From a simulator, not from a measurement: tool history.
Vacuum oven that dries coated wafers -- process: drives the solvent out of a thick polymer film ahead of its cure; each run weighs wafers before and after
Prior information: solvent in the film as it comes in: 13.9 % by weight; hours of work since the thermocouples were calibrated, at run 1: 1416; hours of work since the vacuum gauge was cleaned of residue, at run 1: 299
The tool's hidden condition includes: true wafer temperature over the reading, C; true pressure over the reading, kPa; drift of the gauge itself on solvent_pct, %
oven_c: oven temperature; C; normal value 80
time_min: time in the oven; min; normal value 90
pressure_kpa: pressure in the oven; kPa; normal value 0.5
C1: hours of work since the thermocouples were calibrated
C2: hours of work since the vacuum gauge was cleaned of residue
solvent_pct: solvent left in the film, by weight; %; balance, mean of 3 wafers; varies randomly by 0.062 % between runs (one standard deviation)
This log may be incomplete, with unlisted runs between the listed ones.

run 1 hour=0 | oven_c=80 time_min=90 pressure_kpa=0.5 | C1=1416 C2=299 | solvent_pct=3.59
run 2 hour=5.2 | oven_c=80 time_min=90 pressure_kpa=0.5 | C1=1420 C2=303 | solvent_pct=3.58
run 3 hour=15.7 | oven_c=80 time_min=90 pressure_kpa=0.5 | C1=1427 C2=310 | solvent_pct=3.59
run 4 hour=20.9 | oven_c=90 time_min=90 pressure_kpa=0.5 | C1=1430 C2=313 | solvent_pct=1.56
run 5 hour=29.7 | oven_c=80 time_min=90 pressure_kpa=0.961 | C1=1436 C2=319 | solvent_pct=4.1
run 6 hour=36.6 | oven_c=78 time_min=90 pressure_kpa=0.5 | C1=1441 C2=323 | solvent_pct=4.29
run 7 hour=47.2 | oven_c=78 time_min=90 pressure_kpa=0.5 | C1=1448 C2=330 | solvent_pct=4.09
run 8 hour=58.7 | oven_c=78 time_min=90 pressure_kpa=0.5 | C1=1455 C2=338 | solvent_pct=4.14
run 9 hour=70.2 | oven_c=78 time_min=90 pressure_kpa=0.5 | C1=1463 C2=346 | solvent_pct=4.08
run 10 hour=77.2 | oven_c=80 time_min=114 pressure_kpa=0.5 | C1=1467 C2=350 | solvent_pct=2.75
run 11 hour=84.4 | oven_c=80 time_min=112 pressure_kpa=0.5 | C1=1472 C2=355 | solvent_pct=2.88
run 12 hour=90.3 | oven_c=80 time_min=112 pressure_kpa=0.5 | C1=1476 C2=359 | solvent_pct=2.95
run 13 hour=96.8 | oven_c=80 time_min=112 pressure_kpa=0.5 | C1=1480 C2=363 | solvent_pct=2.87
run 14 hour=103 | oven_c=80 time_min=112 pressure_kpa=0.551 | C1=1485 C2=367 | solvent_pct=3.01
run 15 hour=113.3 | oven_c=80 time_min=112 pressure_kpa=0.551 | C1=1491 C2=374 | solvent_pct=2.95
run 16 hour=125.1 | oven_c=80 time_min=112 pressure_kpa=0.551 | C1=1499 C2=382 | solvent_pct=2.89
run 17 hour=135.3 | oven_c=80 time_min=112 pressure_kpa=0.551 | C1=1506 C2=389 | solvent_pct=2.91
run 18 hour=145.4 | oven_c=80 time_min=112 pressure_kpa=0.551 | C1=1513 C2=396 | solvent_pct=3.02
run 19 hour=151.2 | oven_c=70 time_min=112 pressure_kpa=0.551 | C1=1517 C2=399 | solvent_pct=5.52
run 20 hour=161.1 | oven_c=80 time_min=130 pressure_kpa=0.5 | C1=1523 C2=406 | solvent_pct=2.41
run 21 hour=167.5 | oven_c=80 time_min=130 pressure_kpa=1.153 | C1=1527 C2=410 | solvent_pct=3.24
run 22 hour=174.8 | oven_c=80 time_min=130 pressure_kpa=1.153 | C1=1532 C2=415 | solvent_pct=3.11
run 23 hour=180.6 | oven_c=95 time_min=90 pressure_kpa=0.5 | C1=1536 C2=419 | solvent_pct=1
run 24 hour=190.6 | oven_c=80 time_min=90 pressure_kpa=0.43 | C1=1543 C2=425 | solvent_pct=3.56
run 25 hour=196.4 | oven_c=80 time_min=90 pressure_kpa=1.23 | C1=1546 C2=429 | solvent_pct=4.42
run 26 hour=205.2 | oven_c=80 time_min=90 pressure_kpa=1.23 | C1=1552 C2=435 | solvent_pct=4.56
run 27 hour=211.5 | oven_c=71 time_min=138 pressure_kpa=0.336 | C1=1556 C2=439 | solvent_pct=4.29
run 28 hour=222.1 | oven_c=89 time_min=90 pressure_kpa=1.964 | C1=1563 C2=446 | solvent_pct=3.3
run 29 hour=232.8 | oven_c=89 time_min=90 pressure_kpa=1.964 | C1=1571 C2=453 | solvent_pct=3.32
run 30 hour=239.9 | oven_c=89 time_min=50 pressure_kpa=1.964 | C1=1575 C2=458 | solvent_pct=5.07
run 31 hour=250.6 | oven_c=89 time_min=50 pressure_kpa=1.964 | C1=1582 C2=465 | solvent_pct=4.86
run 32 hour=255.9 | oven_c=89 time_min=117 pressure_kpa=1.059 | C1=1586 C2=469 | solvent_pct=1.83
run 33 hour=262.9 | oven_c=89 time_min=117 pressure_kpa=1.059 | C1=1591 C2=473 | solvent_pct=1.91
run 34 hour=272 | oven_c=80 time_min=90 pressure_kpa=1.684 | C1=1597 C2=479 | solvent_pct=4.97
run 35 hour=277.6 | oven_c=80 time_min=90 pressure_kpa=1.684 | C1=1600 C2=483 | solvent_pct=4.99
-- hour=281.2 oven's thermocouples calibrated
run 36 hour=286.1 | oven_c=80 time_min=90 pressure_kpa=1.684 | C1=3 C2=487 | solvent_pct=5.35
run 37 hour=291.2 | oven_c=83 time_min=90 pressure_kpa=1.666 | C1=7 C2=491 | solvent_pct=4.35
run 38 hour=299.8 | oven_c=85 time_min=95 pressure_kpa=1.666 | C1=12 C2=497 | solvent_pct=3.8
run 39 hour=306.2 | oven_c=81 time_min=53 pressure_kpa=1.348 | C1=17 C2=501 | solvent_pct=6.34
run 40 hour=312.9 | oven_c=72 time_min=90 pressure_kpa=0.5 | C1=21 C2=505 | solvent_pct=6.12
run 41 hour=321.2 | oven_c=72 time_min=90 pressure_kpa=0.5 | C1=26 C2=511 | solvent_pct=5.95
run 42 hour=329.1 | oven_c=72 time_min=90 pressure_kpa=0.5 | C1=32 C2=516 | solvent_pct=6.16
run 43 hour=339.3 | oven_c=67 time_min=77 pressure_kpa=1.188 | C1=38 C2=523 | solvent_pct=8.79
run 44 hour=351.2 | oven_c=75 time_min=97 pressure_kpa=0.5 | C1=46 C2=531 | solvent_pct=4.96
run 45 hour=360.1 | oven_c=80 time_min=138 pressure_kpa=1.477 | C1=52 C2=536 | solvent_pct=3.85
run 46 hour=366.9 | oven_c=70 time_min=68 pressure_kpa=1.214 | C1=57 C2=541 | solvent_pct=8.26

How the hidden state differs across the entries between the runs, from the last listed run before each to the first after it:
Runs 35 to 36: oven's thermocouples calibrated (hour 281.2)
  true wafer temperature over the reading, C: 0.82 -> -0.08; true pressure over the reading, kPa: 0.208 -> 0.21
  measured result minus the result with no hidden state, solvent_pct: +0.01 -> +0.27 %
